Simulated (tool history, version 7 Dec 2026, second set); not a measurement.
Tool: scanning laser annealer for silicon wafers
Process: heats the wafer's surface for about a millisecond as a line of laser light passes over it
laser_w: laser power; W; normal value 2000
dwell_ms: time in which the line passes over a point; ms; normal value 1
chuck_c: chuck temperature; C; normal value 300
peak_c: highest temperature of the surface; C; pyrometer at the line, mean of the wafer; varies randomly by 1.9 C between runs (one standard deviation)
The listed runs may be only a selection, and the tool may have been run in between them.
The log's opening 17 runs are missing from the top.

run,day,laser_w,dwell_ms,chuck_c,peak_c
18,8.721,2000,1,337,1154
19,9.279,2000,1,337,1152
20,9.754,2000,1,337,1150
21,10.108,2000,1.04,337,1169
22,10.404,1910,1.24,337,1211
23,10.975,1936,1,338,1125
24,11.421,2091,1.24,318,1268
25,11.883,2000,1.07,331,1170
26,12.396,2000,1.07,331,1170
27,12.742,2000,1.07,331,1170
28,13.375,2000,1.07,331,1169
29,13.812,2149,0.81,331,1096
30,14.117,1826,1.19,276,1089
31,14.517,2000,1.13,329,1188
32,15.125,1872,0.83,329,1014
33,15.462,1872,0.83,329,1009
34,15.829,2171,0.74,294,1027
35,16.158,1958,1,266,1050
36,16.512,1958,1.06,266,1077
37,16.95,1958,1.06,266,1073
38,17.362,2000,0.87,317,1058
39,17.675,1899,1,286,1046
40,18.308,1899,1,286,1045
41,18.883,1849,0.93,305,1014
42,19.338,1849,0.71,268,878

What if the next run were any one of these 3? Each begins from the tool's condition after run 42:
A,19.704,1902,1,300,?
B,19.704,2000,0.81,300,?
C,19.704,1960,1.14,328,?

run,peak_c
A,1059
B,1008
C,1164
What these runs would have given with no unlogged condition in the tool:
run,peak_c
A,1099
B,1045
C,1208
